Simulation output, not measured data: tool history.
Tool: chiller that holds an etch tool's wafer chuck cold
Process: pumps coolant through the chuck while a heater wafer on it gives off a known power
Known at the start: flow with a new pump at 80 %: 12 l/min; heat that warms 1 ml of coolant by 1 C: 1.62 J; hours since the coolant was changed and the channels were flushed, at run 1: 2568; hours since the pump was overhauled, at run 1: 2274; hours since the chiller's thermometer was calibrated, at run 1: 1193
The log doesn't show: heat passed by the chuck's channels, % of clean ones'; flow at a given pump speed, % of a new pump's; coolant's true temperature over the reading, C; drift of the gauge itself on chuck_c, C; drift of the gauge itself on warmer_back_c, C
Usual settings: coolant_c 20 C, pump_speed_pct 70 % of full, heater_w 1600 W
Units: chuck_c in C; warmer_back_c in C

run	hour	coolant_c	pump_speed_pct	heater_w	hours since the coolant was changed and the channels were flushed	hours since the pump was overhauled	hours since the chiller's thermometer was calibrated	chuck_c	warmer_back_c
1	0	20	70	1600	2568	2274	1193	43.8	5.81
2	44.4	20	70	1600	2612	2318	1238	43.9	5.86
3	144.8	17	70	1600	2713	2419	1338	40.8	5.91
4	240.9	17	70	1600	2809	2515	1434	41	5.87
5	348.6	20	70	1398	2916	2623	1542	41	5.15
6	419.8	20	70	1600	2988	2694	1613	44.3	5.91
7	495	12	70	1600	3063	2769	1688	36.4	5.89
8	579.1	12	70	1600	3147	2853	1772	36.6	5.98
9	638.8	12	70	1600	3207	2913	1832	36.7	5.97
10	687.1	24	70	1600	3255	2961	1880	48.7	5.93
11	776.9	24	70	1600	3345	3051	1970	48.9	5.93
12	843.5	24	70	1600	3411	3117	2037	48.9	6.02
13	928.3	20	70	856	3496	3202	2121	33.1	3.19
14	994.7	20	70	856	3562	3269	2188	33.3	3.18
15	1094.1	20	70	1600	3662	3368	2287	45.4	6.05
16	1157.6	20	76	1600	3725	3432	2351	43.6	5.52
# hour 1223.6: coolant changed, channels flushed
17	1253.3	20	76	1600	30	3521	2440	40.3	5.62
18	1351.4	30	97	946	128	3619	2539	39.6	2.55
19	1447.2	30	97	1657	224	3715	2634	47.1	4.5
20	1510.7	30	97	1657	287	3779	2698	46.9	4.48
21	1562.1	20	71	1227	338	3830	2749	36.8	4.66
22	1624.8	25	98	1157	401	3893	2812	36.7	3.19
23	1714.1	25	98	1157	491	3982	2901	36.7	3.12
24	1805.6	20	97	1920	582	4074	2993	40	5.19
25	1897.6	20	97	1920	674	4166	3085	40	5.26
26	1966.5	20	97	1920	743	4235	3154	40	5.27
27	2026.2	29	61	1628	803	4294	3213	55.1	7.21
28	2107.9	11	70	1256	884	4376	3295	28.8	4.83
29	2192	11	70	1256	968	4460	3379	28.8	4.87
30	2273.7	23	70	1104	1050	4542	3461	38.7	4.25

How the hidden state differs across the entries between the runs, from the last listed run before each to the first after it:
Between runs 16 and 17: coolant changed, channels flushed (hour 1223.6)
  heat passed by the chuck's channels, % of clean ones': 83.2 -> 99.4; flow at a given pump speed, % of a new pump's: 93.5 -> 93.3; coolant's true temperature over the reading, C: -0.26 -> -0.27
  measured less the result without the state, chuck_c: +4.4 -> +1.1 C; warmer_back_c: +0.36 -> +0.37 C

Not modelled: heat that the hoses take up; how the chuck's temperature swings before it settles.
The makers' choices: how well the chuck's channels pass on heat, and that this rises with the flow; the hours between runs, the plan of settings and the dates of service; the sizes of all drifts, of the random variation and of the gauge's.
